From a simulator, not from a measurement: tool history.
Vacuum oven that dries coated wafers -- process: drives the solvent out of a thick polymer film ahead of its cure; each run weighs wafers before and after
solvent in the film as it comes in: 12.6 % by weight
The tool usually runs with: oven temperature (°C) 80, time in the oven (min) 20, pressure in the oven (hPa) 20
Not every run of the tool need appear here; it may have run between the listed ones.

run   hour  oven temperature (°C)  time in the oven (min)  pressure in the oven (hPa)  solvent left in the film (%)
  1      0                     80                      20                          20                          1.97
  2   23.5                     80                      20                          20                          2.21
  3   49.9                     87                      20                          20                          1.37
  4   73.7                     80                      34                          20                          1.21
  5   92.9                     80                      21                          20                          2.06
  6  123.9                     80                      21                          20                          2.01
  7  159.3                     80                      32                          20                           1.3
  8  180.5                     80                      32                          20                          1.33
  9  200.7                     91                      13                          20                          1.74
 10  216.6                     91                      31                          10                          0.37
 11  238.6                     84                      31                          27                          1.36
 12  262.7                     84                      31                          27                          1.25
 13  279.1                     84                      31                          27                          1.28
 14  302.8                     84                      31                          27                          1.29

Consider 3 possible next runs. They are alternatives, not a sequence: every one starts from the tool as it was left by run 14. What does each give?
  A  320.8                     84                      13                        14.1                             ?
  B  320.8                     74                      31                          27                             ?
  C  320.8                     76                      18                        22.7                             ?

run  solvent left in the film (%)
  A                          2.51
  B                          2.48
  C                          3.25
Take away the tool's hidden state, keep each run's random variation, and the runs would have read:
run  solvent left in the film (%)
  A                          2.48
  B                          2.44
  C                          3.22
